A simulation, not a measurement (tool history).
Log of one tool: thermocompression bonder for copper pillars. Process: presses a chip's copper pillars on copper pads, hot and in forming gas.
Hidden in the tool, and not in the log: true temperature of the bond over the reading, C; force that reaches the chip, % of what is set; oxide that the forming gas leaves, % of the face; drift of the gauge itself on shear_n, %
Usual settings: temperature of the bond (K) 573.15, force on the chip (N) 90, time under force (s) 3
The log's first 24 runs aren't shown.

| run | day | temperature of the bond (K) | force on the chip (N) | time under force (s) | hours of work since the heater was calibrated | hours of work since the force cell was calibrated | hours of work since the gas filter was changed | force that shears a chip off (N) |
|---|---|---|---|---|---|---|---|---|
| 25 | 32.583 | 578.15 | 57 | 2 | 750 | 661 | 34 | 21.0 |
| 26 | 33.808 | 573.15 | 64 | 5 | 764 | 676 | 48 | 32.1 |
| 27 | 35.571 | 557.15 | 71 | 3 | 785 | 696 | 68 | 22.9 |
| 28 | 37.129 | 594.15 | 63 | 2 | 803 | 714 | 86 | 28.8 |
| 29 | 38.992 | 594.15 | 63 | 2 | 824 | 735 | 108 | 28.3 |
| 30 | 40.125 | 594.15 | 63 | 2 | 837 | 748 | 121 | 28.5 |
| 31 | 41.904 | 564.15 | 63 | 3 | 858 | 769 | 141 | 22.7 |
| 32 | 43.021 | 564.15 | 63 | 3 | 871 | 782 | 154 | 22.7 |
| 33 | 44.346 | 549.15 | 63 | 6 | 886 | 797 | 169 | 23.8 |
|  | 44.825 | forming gas filter changed |
| 34 | 45.962 | 599.15 | 108 | 7 | 904 | 816 | 13 | 66.7 |
| 35 | 47.129 | 591.15 | 68 | 2 | 918 | 829 | 27 | 29.9 |
| 36 | 48.017 | 591.15 | 68 | 2 | 928 | 839 | 37 | 29.7 |
| 37 | 49.221 | 598.15 | 67 | 5 | 942 | 853 | 51 | 44.5 |
| 38 | 50.229 | 598.15 | 67 | 5 | 953 | 865 | 62 | 44.6 |

Forecast each of these 4 alternatives for the next run:
| A | 51.512 | 578.15 | 80 | 5 | 968 | 880 | 77 | ? |
| B | 51.512 | 568.15 | 99 | 3 | 968 | 880 | 77 | ? |
| C | 51.512 | 598.15 | 97 | 5 | 968 | 880 | 77 | ? |
| D | 51.512 | 573.15 | 95 | 2 | 968 | 880 | 77 | ? |

| run | force that shears a chip off (N) |
|---|---|
| A | 41.5 |
| B | 36.7 |
| C | 57.8 |
| D | 32.3 |
Without the tool's hidden state the same runs would have given:
| run | force that shears a chip off (N) |
|---|---|
| A | 41.4 |
| B | 36.6 |
| C | 58.0 |
| D | 32.1 |
